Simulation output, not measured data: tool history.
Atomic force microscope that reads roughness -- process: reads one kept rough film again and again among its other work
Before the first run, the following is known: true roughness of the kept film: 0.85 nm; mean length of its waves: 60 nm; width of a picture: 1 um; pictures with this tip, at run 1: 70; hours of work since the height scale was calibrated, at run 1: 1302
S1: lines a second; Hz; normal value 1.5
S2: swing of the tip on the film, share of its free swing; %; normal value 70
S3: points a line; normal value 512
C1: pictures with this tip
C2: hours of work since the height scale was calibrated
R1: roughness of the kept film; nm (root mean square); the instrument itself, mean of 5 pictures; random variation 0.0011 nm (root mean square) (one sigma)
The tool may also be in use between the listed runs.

run,hour,S1,S2,S3,C1,C2,R1
1,0,1.5,70,512,70,1302,0.82
# hour 3.3: new tip fitted
2,37.9,1.5,70,512,49,1332,0.817
# hour 55.6: new tip fitted
3,76.2,1.5,56,512,29,1362,0.832
4,95.3,1.68,70,512,56,1378,0.813
# hour 108.8: new tip fitted
5,132.2,1.68,70,512,33,1407,0.815
# hour 160.5: new tip fitted
6,171.3,1.5,70,512,15,1438,0.818
7,208.8,1.5,70,512,69,1468,0.817
# hour 211.9: new tip fitted
8,227.3,1.5,70,512,22,1482,0.819
9,257.4,1.5,70,512,65,1506,0.818
# hour 266.5: new tip fitted
10,293.3,1.5,70,512,38,1534,0.821
11,316,1.44,70,512,70,1553,0.819
# hour 318.7: new tip fitted
12,354.6,1.44,70,519,52,1583,0.819
# hour 372.1: new tip fitted
13,393.5,1.5,70,512,30,1614,0.819
# hour 425.9: new tip fitted
14,435.7,1.5,70,512,14,1647,0.819
15,461.1,1.5,70,512,50,1667,0.817
# hour 478.4: new tip fitted
16,495.5,1.5,70,512,24,1695,0.818
17,523.9,1.5,61,512,65,1717,0.829
# hour 531.1: new tip fitted
18,563.8,1.5,61,512,47,1749,0.827
# hour 583.1: new tip fitted
19,584.2,1.5,61,512,1,1765,0.828
20,615.5,1.5,61,512,46,1790,0.829
# hour 636.5: new tip fitted
21,642.7,1.5,61,512,9,1811,0.83
22,676,1.5,70,512,57,1838,0.819
# hour 689.8: new tip fitted
23,714.1,3.76,85,479,34,1868,0.722
# hour 742: new tip fitted
24,753.5,3.76,85,479,17,1899,0.724
25,789.8,0.92,85,450,68,1928,0.811
# hour 793.5: new tip fitted
26,816.7,2.54,85,450,33,1949,0.759
# hour 845.7: new tip fitted
27,845.7,2.32,76,287,0,1972,0.789
28,868.6,1.09,62,314,32,1990,0.83
29,895,1.09,81,678,70,2011,0.813
# hour 898.2: new tip fitted
30,926.3,1.86,65,504,40,2036,0.819
31,946.5,1.86,65,504,69,2052,0.82
# hour 951.5: new tip fitted
32,965.6,1.86,65,504,20,2067,0.819
33,998.6,0.76,83,512,67,2093,0.818
# hour 1003.9: new tip fitted
34,1017.7,1.82,62,347,20,2108,0.823
# hour 1055.5: new tip fitted
35,1058.5,1.82,62,347,4,2140,0.824
36,1095.5,1.44,57,512,57,2170,0.832
# hour 1108.2: new tip fitted
37,1123.2,1.62,70,512,22,2192,0.816
# hour 1162.2: new tip fitted
38,1165.8,1.62,70,512,5,2225,0.814
39,1186.7,1.62,70,512,35,2242,0.815
40,1206.6,1.26,59,496,63,2258,0.833
# hour 1214.3: new tip fitted
41,1232.2,1.26,59,496,26,2278,0.833
42,1249.3,1.26,59,496,50,2292,0.834
# hour 1266.8: new tip fitted
43,1270,1.26,59,496,5,2308,0.831

Below are 3 alternative next runs, each starting from the tool's condition after run 43. Predict each:
A,1308.9,1.26,59,695,60,2339,?
B,1308.9,3.85,70,512,60,2339,?
C,1308.9,1.02,59,437,60,2339,?

run,R1
A,0.832
B,0.781
C,0.834
Had the tool no hidden state, the same runs would have come out as:
run,R1
A,0.833
B,0.782
C,0.835
